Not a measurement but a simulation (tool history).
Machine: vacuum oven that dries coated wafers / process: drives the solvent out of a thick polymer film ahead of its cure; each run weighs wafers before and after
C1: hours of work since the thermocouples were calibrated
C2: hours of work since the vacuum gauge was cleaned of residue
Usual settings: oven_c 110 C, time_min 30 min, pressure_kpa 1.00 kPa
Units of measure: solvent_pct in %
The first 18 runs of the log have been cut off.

{"run": 19, "day": 61.342, "oven_c": 110, "time_min": 17, "pressure_kpa": 1.0, "C1": 825, "C2": 169, "solvent_pct": 4.33}
{"run": 20, "day": 64.767, "oven_c": 110, "time_min": 30, "pressure_kpa": 0.86, "C1": 890, "C2": 233, "solvent_pct": 1.82}
{"run": 21, "day": 69.133, "oven_c": 110, "time_min": 30, "pressure_kpa": 0.86, "C1": 972, "C2": 316, "solvent_pct": 1.8}
{"run": 22, "day": 72.183, "oven_c": 122, "time_min": 40, "pressure_kpa": 2.79, "C1": 1029, "C2": 373, "solvent_pct": 0.92}
{"run": 23, "day": 75.667, "oven_c": 122, "time_min": 40, "pressure_kpa": 2.79, "C1": 1095, "C2": 439, "solvent_pct": 0.91}
{"run": 24, "day": 77.867, "oven_c": 120, "time_min": 30, "pressure_kpa": 1.0, "C1": 1136, "C2": 480, "solvent_pct": 0.66}
{"run": 25, "day": 80.825, "oven_c": 95, "time_min": 23, "pressure_kpa": 1.0, "C1": 1192, "C2": 536, "solvent_pct": 6.98}
{"run": 26, "day": 83.004, "oven_c": 116, "time_min": 20, "pressure_kpa": 1.66, "C1": 1233, "C2": 577, "solvent_pct": 2.28}
{"run": 27, "day": 85.954, "oven_c": 112, "time_min": 48, "pressure_kpa": 1.66, "C1": 1289, "C2": 633, "solvent_pct": 0.96}
{"run": 28, "day": 89.138, "oven_c": 112, "time_min": 48, "pressure_kpa": 1.66, "C1": 1349, "C2": 692, "solvent_pct": 0.94}
{"run": 29, "day": 92.579, "oven_c": 112, "time_min": 48, "pressure_kpa": 1.66, "C1": 1413, "C2": 757, "solvent_pct": 0.95}
{"run": 30, "day": 95.392, "oven_c": 97, "time_min": 39, "pressure_kpa": 0.95, "C1": 1466, "C2": 810, "solvent_pct": 3.66}
{"run": 31, "day": 99.225, "oven_c": 104, "time_min": 20, "pressure_kpa": 0.92, "C1": 1539, "C2": 882, "solvent_pct": 4.87}
{"run": 32, "day": 102.925, "oven_c": 99, "time_min": 20, "pressure_kpa": 0.92, "C1": 1608, "C2": 952, "solvent_pct": 6.35}
{"run": 33, "day": 106.833, "oven_c": 110, "time_min": 16, "pressure_kpa": 1.0, "C1": 1682, "C2": 1026, "solvent_pct": 4.34}
{"run": 34, "day": 109.071, "oven_c": 97, "time_min": 31, "pressure_kpa": 0.68, "C1": 1724, "C2": 1068, "solvent_pct": 4.54}
{"day": 110.446, "done": "oven's thermocouples calibrated"}
{"run": 35, "day": 111.271, "oven_c": 101, "time_min": 29, "pressure_kpa": 0.63, "C1": 16, "C2": 1108, "solvent_pct": 4.33}
{"run": 36, "day": 115.05, "oven_c": 115, "time_min": 29, "pressure_kpa": 1.87, "C1": 87, "C2": 1179, "solvent_pct": 1.68}
{"run": 37, "day": 119.417, "oven_c": 103, "time_min": 30, "pressure_kpa": 3.25, "C1": 169, "C2": 1261, "solvent_pct": 4.78}
{"run": 38, "day": 122.508, "oven_c": 103, "time_min": 30, "pressure_kpa": 1.16, "C1": 227, "C2": 1319, "solvent_pct": 3.78}
{"run": 39, "day": 126.075, "oven_c": 110, "time_min": 30, "pressure_kpa": 1.33, "C1": 294, "C2": 1387, "solvent_pct": 2.26}
{"run": 40, "day": 128.321, "oven_c": 96, "time_min": 52, "pressure_kpa": 3.51, "C1": 337, "C2": 1429, "solvent_pct": 4.75}

4 ways to go on from here, each from the tool as it stands after run 40. What would each give?
{"run": "A", "day": 132.154, "oven_c": 110, "time_min": 51, "pressure_kpa": 3.27, "C1": 409, "C2": 1501, "solvent_pct": "?"}
{"run": "B", "day": 132.154, "oven_c": 108, "time_min": 29, "pressure_kpa": 1.38, "C1": 409, "C2": 1501, "solvent_pct": "?"}
{"run": "C", "day": 132.154, "oven_c": 96, "time_min": 42, "pressure_kpa": 2.87, "C1": 409, "C2": 1501, "solvent_pct": "?"}
{"run": "D", "day": 132.154, "oven_c": 101, "time_min": 41, "pressure_kpa": 3.51, "C1": 409, "C2": 1501, "solvent_pct": "?"}

run=A solvent_pct=1.89
run=B solvent_pct=2.76
run=C solvent_pct=5.17
run=D solvent_pct=4.17
With no hidden state in the tool, these same runs would have given:
run=A solvent_pct=1.80
run=B solvent_pct=2.75
run=C solvent_pct=5.15
run=D solvent_pct=4.15
